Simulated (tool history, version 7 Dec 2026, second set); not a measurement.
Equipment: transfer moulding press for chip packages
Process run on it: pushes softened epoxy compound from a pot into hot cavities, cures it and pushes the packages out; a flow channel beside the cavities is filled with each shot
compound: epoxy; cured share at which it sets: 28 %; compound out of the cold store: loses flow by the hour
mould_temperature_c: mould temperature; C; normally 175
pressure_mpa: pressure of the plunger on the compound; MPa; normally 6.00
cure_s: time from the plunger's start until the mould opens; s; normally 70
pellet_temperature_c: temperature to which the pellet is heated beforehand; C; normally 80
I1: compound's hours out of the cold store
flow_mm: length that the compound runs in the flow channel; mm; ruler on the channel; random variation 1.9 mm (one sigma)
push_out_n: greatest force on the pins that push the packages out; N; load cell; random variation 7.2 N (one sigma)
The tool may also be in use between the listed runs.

{"run": 1, "day": 0.0, "mould_temperature_c": 175, "pressure_mpa": 6.0, "cure_s": 70, "pellet_temperature_c": 80, "I1": 12.8, "flow_mm": 506, "push_out_n": 406}
{"run": 2, "day": 0.908, "mould_temperature_c": 175, "pressure_mpa": 6.0, "cure_s": 70, "pellet_temperature_c": 80, "I1": 37.5, "flow_mm": 444, "push_out_n": 446}
{"run": 3, "day": 1.562, "mould_temperature_c": 175, "pressure_mpa": 6.0, "cure_s": 70, "pellet_temperature_c": 80, "I1": 13.1, "flow_mm": 502, "push_out_n": 473}
{"day": 1.75, "done": "cavities cleaned with cleaning compound and waxed"}
{"run": 4, "day": 2.521, "mould_temperature_c": 170, "pressure_mpa": 6.0, "cure_s": 70, "pellet_temperature_c": 80, "I1": 46.2, "flow_mm": 428, "push_out_n": 451}
{"run": 5, "day": 3.162, "mould_temperature_c": 175, "pressure_mpa": 6.0, "cure_s": 70, "pellet_temperature_c": 80, "I1": 44.9, "flow_mm": 421, "push_out_n": 398}
{"day": 3.338, "done": "plunger's sealing rings changed"}
{"run": 6, "day": 4.104, "mould_temperature_c": 175, "pressure_mpa": 6.0, "cure_s": 70, "pellet_temperature_c": 80, "I1": 29.3, "flow_mm": 489, "push_out_n": 436}
{"day": 4.688, "done": "cavities cleaned with cleaning compound and waxed"}
{"run": 7, "day": 5.025, "mould_temperature_c": 175, "pressure_mpa": 6.0, "cure_s": 70, "pellet_temperature_c": 80, "I1": 14.8, "flow_mm": 525, "push_out_n": 321}
{"run": 8, "day": 5.708, "mould_temperature_c": 175, "pressure_mpa": 6.0, "cure_s": 106, "pellet_temperature_c": 80, "I1": 14.9, "flow_mm": 525, "push_out_n": 329}
{"run": 9, "day": 6.679, "mould_temperature_c": 175, "pressure_mpa": 6.0, "cure_s": 106, "pellet_temperature_c": 80, "I1": 21.9, "flow_mm": 503, "push_out_n": 372}
{"day": 7.488, "done": "cavities cleaned with cleaning compound and waxed"}
{"run": 10, "day": 7.529, "mould_temperature_c": 175, "pressure_mpa": 6.0, "cure_s": 106, "pellet_temperature_c": 88, "I1": 32.9, "flow_mm": 475, "push_out_n": 246}
{"run": 11, "day": 8.542, "mould_temperature_c": 175, "pressure_mpa": 6.0, "cure_s": 106, "pellet_temperature_c": 88, "I1": 24.3, "flow_mm": 495, "push_out_n": 327}
{"day": 8.704, "done": "mould's thermocouples calibrated"}
{"run": 12, "day": 9.188, "mould_temperature_c": 175, "pressure_mpa": 6.0, "cure_s": 70, "pellet_temperature_c": 80, "I1": 24.7, "flow_mm": 494, "push_out_n": 408}
{"run": 13, "day": 9.996, "mould_temperature_c": 175, "pressure_mpa": 6.9, "cure_s": 70, "pellet_temperature_c": 80, "I1": 8.5, "flow_mm": 575, "push_out_n": 449}
{"day": 10.404, "done": "cavities cleaned with cleaning compound and waxed"}
{"day": 10.938, "done": "mould's thermocouples calibrated, once more"}
{"run": 14, "day": 11.183, "mould_temperature_c": 175, "pressure_mpa": 6.9, "cure_s": 70, "pellet_temperature_c": 80, "I1": 46.6, "flow_mm": 474, "push_out_n": 344}
{"run": 15, "day": 12.179, "mould_temperature_c": 175, "pressure_mpa": 6.51, "cure_s": 70, "pellet_temperature_c": 80, "I1": 14.4, "flow_mm": 539, "push_out_n": 413}
{"run": 16, "day": 12.633, "mould_temperature_c": 180, "pressure_mpa": 7.08, "cure_s": 68, "pellet_temperature_c": 83, "I1": 25.4, "flow_mm": 520, "push_out_n": 389}
{"run": 17, "day": 13.158, "mould_temperature_c": 177, "pressure_mpa": 6.0, "cure_s": 65, "pellet_temperature_c": 80, "I1": 33.4, "flow_mm": 466, "push_out_n": 480}
{"day": 13.304, "done": "cavities cleaned with cleaning compound and waxed"}
{"run": 18, "day": 13.796, "mould_temperature_c": 180, "pressure_mpa": 6.84, "cure_s": 99, "pellet_temperature_c": 86, "I1": 33.2, "flow_mm": 494, "push_out_n": 288}
{"run": 19, "day": 14.5, "mould_temperature_c": 169, "pressure_mpa": 6.94, "cure_s": 76, "pellet_temperature_c": 75, "I1": 44.1, "flow_mm": 487, "push_out_n": 468}
{"run": 20, "day": 15.138, "mould_temperature_c": 169, "pressure_mpa": 6.81, "cure_s": 94, "pellet_temperature_c": 81, "I1": 19.7, "flow_mm": 546, "push_out_n": 410}
{"run": 21, "day": 15.812, "mould_temperature_c": 178, "pressure_mpa": 6.84, "cure_s": 78, "pellet_temperature_c": 77, "I1": 20.6, "flow_mm": 522, "push_out_n": 422}
{"day": 16.058, "done": "cavities cleaned with cleaning compound and waxed"}
{"run": 22, "day": 16.738, "mould_temperature_c": 175, "pressure_mpa": 6.0, "cure_s": 67, "pellet_temperature_c": 78, "I1": 15.2, "flow_mm": 503, "push_out_n": 391}
{"run": 23, "day": 17.675, "mould_temperature_c": 175, "pressure_mpa": 6.0, "cure_s": 70, "pellet_temperature_c": 75, "I1": 35.9, "flow_mm": 454, "push_out_n": 401}
{"run": 24, "day": 18.146, "mould_temperature_c": 175, "pressure_mpa": 6.0, "cure_s": 70, "pellet_temperature_c": 75, "I1": 16.3, "flow_mm": 503, "push_out_n": 438}
{"day": 18.858, "done": "cavities cleaned with cleaning compound and waxed"}
{"run": 25, "day": 19.079, "mould_temperature_c": 174, "pressure_mpa": 5.49, "cure_s": 74, "pellet_temperature_c": 79, "I1": 44.6, "flow_mm": 412, "push_out_n": 297}

Forecast each of these 5 alternatives for the next run:
{"run": "A", "day": 19.517, "mould_temperature_c": 178, "pressure_mpa": 6.0, "cure_s": 70, "pellet_temperature_c": 80, "I1": 18.6, "flow_mm": "?", "push_out_n": "?"}
{"run": "B", "day": 19.517, "mould_temperature_c": 178, "pressure_mpa": 6.0, "cure_s": 70, "pellet_temperature_c": 80, "I1": 46.6, "flow_mm": "?", "push_out_n": "?"}
{"run": "C", "day": 19.517, "mould_temperature_c": 175, "pressure_mpa": 4.59, "cure_s": 72, "pellet_temperature_c": 77, "I1": 30.4, "flow_mm": "?", "push_out_n": "?"}
{"run": "D", "day": 19.517, "mould_temperature_c": 172, "pressure_mpa": 6.0, "cure_s": 51, "pellet_temperature_c": 87, "I1": 16.9, "flow_mm": "?", "push_out_n": "?"}
{"run": "E", "day": 19.517, "mould_temperature_c": 175, "pressure_mpa": 5.5, "cure_s": 51, "pellet_temperature_c": 80, "I1": 10.7, "flow_mm": "?", "push_out_n": "?"}

run=A flow_mm=489 push_out_n=320
run=B flow_mm=426 push_out_n=316
run=C flow_mm=407 push_out_n=338
run=D flow_mm=505 push_out_n=851
run=E flow_mm=492 push_out_n=729
With no hidden state in the tool, these same runs would have given:
run=A flow_mm=516 push_out_n=272
run=B flow_mm=450 push_out_n=268
run=C flow_mm=430 push_out_n=290
run=D flow_mm=533 push_out_n=745
run=E flow_mm=519 push_out_n=644
